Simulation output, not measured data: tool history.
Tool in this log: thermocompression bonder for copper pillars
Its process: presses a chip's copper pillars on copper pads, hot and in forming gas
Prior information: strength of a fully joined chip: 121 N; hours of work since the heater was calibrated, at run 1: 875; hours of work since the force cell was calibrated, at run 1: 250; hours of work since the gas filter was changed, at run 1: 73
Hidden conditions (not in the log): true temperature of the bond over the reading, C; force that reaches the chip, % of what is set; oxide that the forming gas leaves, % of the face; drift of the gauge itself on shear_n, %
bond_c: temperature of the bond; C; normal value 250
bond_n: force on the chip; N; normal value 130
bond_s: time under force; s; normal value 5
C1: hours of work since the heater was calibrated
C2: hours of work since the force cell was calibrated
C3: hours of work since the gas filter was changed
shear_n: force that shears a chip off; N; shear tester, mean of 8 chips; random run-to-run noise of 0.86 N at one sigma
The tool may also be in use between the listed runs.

Run 1, day 0.000: usual settings; C1 875; C2 250; C3 73. Result: shear_n 81.1 N.
Run 2, day 0.833: usual settings but bond_s 6 s; C1 886; C2 262; C3 85. Result: shear_n 83.2 N.
Run 3, day 1.408: usual settings but bond_s 7 s; C1 895; C2 270; C3 93. Result: shear_n 88.5 N.
Run 4, day 1.888: usual settings; C1 902; C2 277; C3 100. Result: shear_n 79.4 N.
Run 5, day 2.617: usual settings; C1 912; C2 287; C3 110. Result: shear_n 81.1 N.
At day 2.888: heater calibrated with a thermocouple chip.
Run 6, day 3.538: usual settings but bond_c 225 C, bond_s 7 s; C1 9; C2 299; C3 122. Result: shear_n 52.1 N.
Run 7, day 4.062: usual settings but bond_c 276 C, bond_n 192 N, bond_s 11 s; C1 17; C2 307; C3 130. Result: shear_n 114.2 N.
Run 8, day 4.704: usual settings but bond_c 265 C, bond_n 192 N, bond_s 9 s; C1 26; C2 316; C3 139. Result: shear_n 109.3 N.

Run 9 has not been measured yet. What should we expect?
Run 9, day 5.162: usual settings but bond_n 156 N, bond_s 4 s; C1 32; C2 322; C3 145. Result: shear_n ?.

Run 9 gave shear_n 75.2 N.
The same run, on a tool lacking any hidden state, would have yielded shear_n 76.3 N.
